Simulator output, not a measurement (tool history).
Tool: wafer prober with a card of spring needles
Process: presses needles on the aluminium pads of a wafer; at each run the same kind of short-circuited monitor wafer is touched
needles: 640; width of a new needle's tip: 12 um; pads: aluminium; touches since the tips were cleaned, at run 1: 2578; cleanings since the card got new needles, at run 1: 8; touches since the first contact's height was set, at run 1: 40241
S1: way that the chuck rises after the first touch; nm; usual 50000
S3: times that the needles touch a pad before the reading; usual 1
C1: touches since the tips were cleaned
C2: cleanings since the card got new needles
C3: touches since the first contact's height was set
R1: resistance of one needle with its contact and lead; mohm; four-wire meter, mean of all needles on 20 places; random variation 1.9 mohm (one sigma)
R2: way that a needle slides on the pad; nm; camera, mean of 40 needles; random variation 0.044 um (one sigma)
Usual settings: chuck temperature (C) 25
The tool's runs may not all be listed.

Run 1, day 0: usual settings; C1 2578; C2 8; C3 40241. Result: R1 224 mohm, R2 12390 nm.
At day 0.154: tips cleaned on abrasive film.
Run 2, day 0.317: usual settings but S1 31000 nm; C1 1803; C2 9; C3 43704. Result: R1 285 mohm, R2 7600 nm.
At day 0.538: tips cleaned on abrasive film.
Run 3, day 0.633: usual settings; C1 1047; C2 10; C3 47160. Result: R1 214 mohm, R2 12320 nm.
At day 0.871: tips cleaned on abrasive film, once more.
Run 4, day 1: usual settings but chuck temperature (C) 62; C1 1443; C2 11; C3 51207. Result: R1 225 mohm, R2 12290 nm.
At day 1.238: tips cleaned on abrasive film.
Run 5, day 1.308: usual settings but chuck temperature (C) 62; C1 809; C2 12; C3 54586. Result: R1 225 mohm, R2 12300 nm.
At day 1.596: tips cleaned on abrasive film.
Run 6, day 1.629: usual settings but chuck temperature (C) 62; C1 354; C2 13; C3 58089. Result: R1 221 mohm, R2 12350 nm.
Run 7, day 1.812: usual settings but chuck temperature (C) 62; C1 2373; C2 13; C3 60108. Result: R1 230 mohm, R2 12250 nm.
At day 1.967: tips cleaned on abrasive film.
Run 8, day 1.979: usual settings but chuck temperature (C) 62; C1 151; C2 14; C3 61928. Result: R1 221 mohm, R2 12270 nm.
At day 2.329: tips cleaned on abrasive film.
Run 9, day 2.354: usual settings but chuck temperature (C) 62; C1 283; C2 15; C3 66055. Result: R1 223 mohm, R2 12210 nm.
Run 10, day 2.538: usual settings but chuck temperature (C) 100; C1 2294; C2 15; C3 68066. Result: R1 238 mohm, R2 12180 nm.
At day 2.688: tips cleaned on abrasive film.
Run 11, day 2.733: usual settings but chuck temperature (C) 100; C1 491; C2 16; C3 70215. Result: R1 231 mohm, R2 12320 nm.
Run 12, day 2.983: usual settings but chuck temperature (C) 100; C1 3266; C2 16; C3 72990. Result: R1 238 mohm, R2 12270 nm.
At day 3.062: tips cleaned on abrasive film.
Run 13, day 3.192: usual settings but S1 40000 nm, chuck temperature (C) 52; C1 1404; C2 17; C3 75233. Result: R1 231 mohm, R2 9800 nm.
At day 3.425: tips cleaned on abrasive film.
Run 14, day 3.558: usual settings but S1 43000 nm, S3 2; C1 1476; C2 18; C3 79262. Result: R1 220 mohm, R2 10480 nm.
At day 3.783: tips cleaned on abrasive film.
Run 15, day 3.908: usual settings but S1 57000 nm, S3 2; C1 1369; C2 19; C3 83115. Result: R1 210 mohm, R2 13980 nm.
At day 4.154: tips cleaned on abrasive film.
Run 16, day 4.238: usual settings but S1 55000 nm, S3 2; C1 946; C2 20; C3 86739. Result: R1 214 mohm, R2 13430 nm.
At day 4.521: tips cleaned on abrasive film.
Run 17, day 4.529: usual settings but S1 55000 nm, chuck temperature (C) 26; C1 91; C2 21; C3 89929. Result: R1 210 mohm, R2 13430 nm.
Run 18, day 4.871: usual settings but S3 2; C1 3856; C2 21; C3 93694. Result: R1 220 mohm, R2 12230 nm.
At day 4.904: tips cleaned on abrasive film.
Run 19, day 5.188: usual settings but S1 52000 nm, S3 3; C1 3175; C2 22; C3 97185. Result: R1 217 mohm, R2 12710 nm.

Hidden state at the last listed run before each entry between runs and at the first one after, where it differs:
Between runs 1 and 2: tips cleaned on abrasive film (day 0.154)
  debris on the tips, nm: 61.9 -> 134.1; way that the needles fall short of the set height, um: 0.45 -> 0.65; tips' diameter, um: 12.16 -> 12.23
  measured less the result without the state, R1: +14 -> +70 mohm; R2: -110 -> -170 nm
Between runs 2 and 3: tips cleaned on abrasive film (day 0.538)
  debris on the tips, nm: 134.1 -> 36.9; way that the needles fall short of the set height, um: 0.65 -> 0.72; tips' diameter, um: 12.23 -> 12.26
  measured less the result without the state, R1: +70 -> +8 mohm; R2: -170 -> -190 nm
Between runs 3 and 4: tips cleaned on abrasive film, once more (day 0.871)
  debris on the tips, nm: 36.9 -> 36.4; way that the needles fall short of the set height, um: 0.72 -> 0.77; tips' diameter, um: 12.26 -> 12.27
  measured less the result without the state, R1: +8 -> +8 mohm; R2: -190 -> -190 nm
Between runs 4 and 5: tips cleaned on abrasive film (day 1.238)
  debris on the tips, nm: 36.4 -> 28.9; way that the needles fall short of the set height, um: 0.77 -> 0.81; tips' diameter, um: 12.27 -> 12.29
  measured less the result without the state, R1: +8 -> +7 mohm; R2: -190 -> -200 nm
Between runs 5 and 6: tips cleaned on abrasive film (day 1.596)
  debris on the tips, nm: 28.9 -> 15.7; way that the needles fall short of the set height, um: 0.81 -> 0.87; tips' diameter, um: 12.29 -> 12.31
  measured less the result without the state, R1: +7 -> +4 mohm; R2: -200 -> -220 nm
Between runs 7 and 8: tips cleaned on abrasive film (day 1.967)
  debris on the tips, nm: 54.3 -> 8; way that the needles fall short of the set height, um: 0.87 -> 0.93; tips' diameter, um: 12.31 -> 12.33
  measured less the result without the state, R1: +12 -> +3 mohm; R2: -220 -> -230 nm
Between runs 8 and 9: tips cleaned on abrasive film (day 2.329)
  debris on the tips, nm: 8 -> 14.8; way that the needles fall short of the set height, um: 0.93 -> 0.97; tips' diameter, um: 12.33 -> 12.35
  measured less the result without the state, R1: +3 -> +3 mohm; R2: -230 -> -240 nm
Between runs 10 and 11: tips cleaned on abrasive film (day 2.688)
  debris on the tips, nm: 55.2 -> 20; way that the needles fall short of the set height, um: 0.97 -> 1.03; tips' diameter, um: 12.35 -> 12.37
  measured less the result without the state, R1: +12 -> +4 mohm; R2: -240 -> -260 nm
Between runs 12 and 13: tips cleaned on abrasive film (day 3.062)
  debris on the tips, nm: 72.8 -> 40.2; way that the needles fall short of the set height, um: 1.03 -> 1.09; tips' diameter, um: 12.37 -> 12.39
  measured less the result without the state, R1: +15 -> +14 mohm; R2: -260 -> -270 nm
Between runs 13 and 14: tips cleaned on abrasive film (day 3.425)
  debris on the tips, nm: 40.2 -> 42.7; way that the needles fall short of the set height, um: 1.09 -> 1.15; tips' diameter, um: 12.39 -> 12.41
  measured less the result without the state, R1: +14 -> +9 mohm; R2: -270 -> -280 nm
Between runs 14 and 15: tips cleaned on abrasive film (day 3.783)
  debris on the tips, nm: 42.7 -> 36.8; way that the needles fall short of the set height, um: 1.15 -> 1.2; tips' diameter, um: 12.41 -> 12.43
  measured less the result without the state, R1: +9 -> +4 mohm; R2: -280 -> -300 nm
Between runs 15 and 16: tips cleaned on abrasive film (day 4.154)
  debris on the tips, nm: 36.8 -> 29.2; way that the needles fall short of the set height, um: 1.2 -> 1.27; tips' diameter, um: 12.43 -> 12.45
  measured less the result without the state, R1: +4 -> +4 mohm; R2: -300 -> -310 nm
Between runs 16 and 17: tips cleaned on abrasive film (day 4.521)
  debris on the tips, nm: 29.2 -> 8.7; way that the needles fall short of the set height, um: 1.27 -> 1.33; tips' diameter, um: 12.45 -> 12.47
  measured less the result without the state, R1: +4 -> +2 mohm; R2: -310 -> -340 nm
Between runs 18 and 19: tips cleaned on abrasive film (day 4.904)
  debris on the tips, nm: 80 -> 71.9; way that the needles fall short of the set height, um: 1.33 -> 1.38; tips' diameter, um: 12.47 -> 12.49
  measured less the result without the state, R1: +11 -> +7 mohm; R2: -330 -> -350 nm
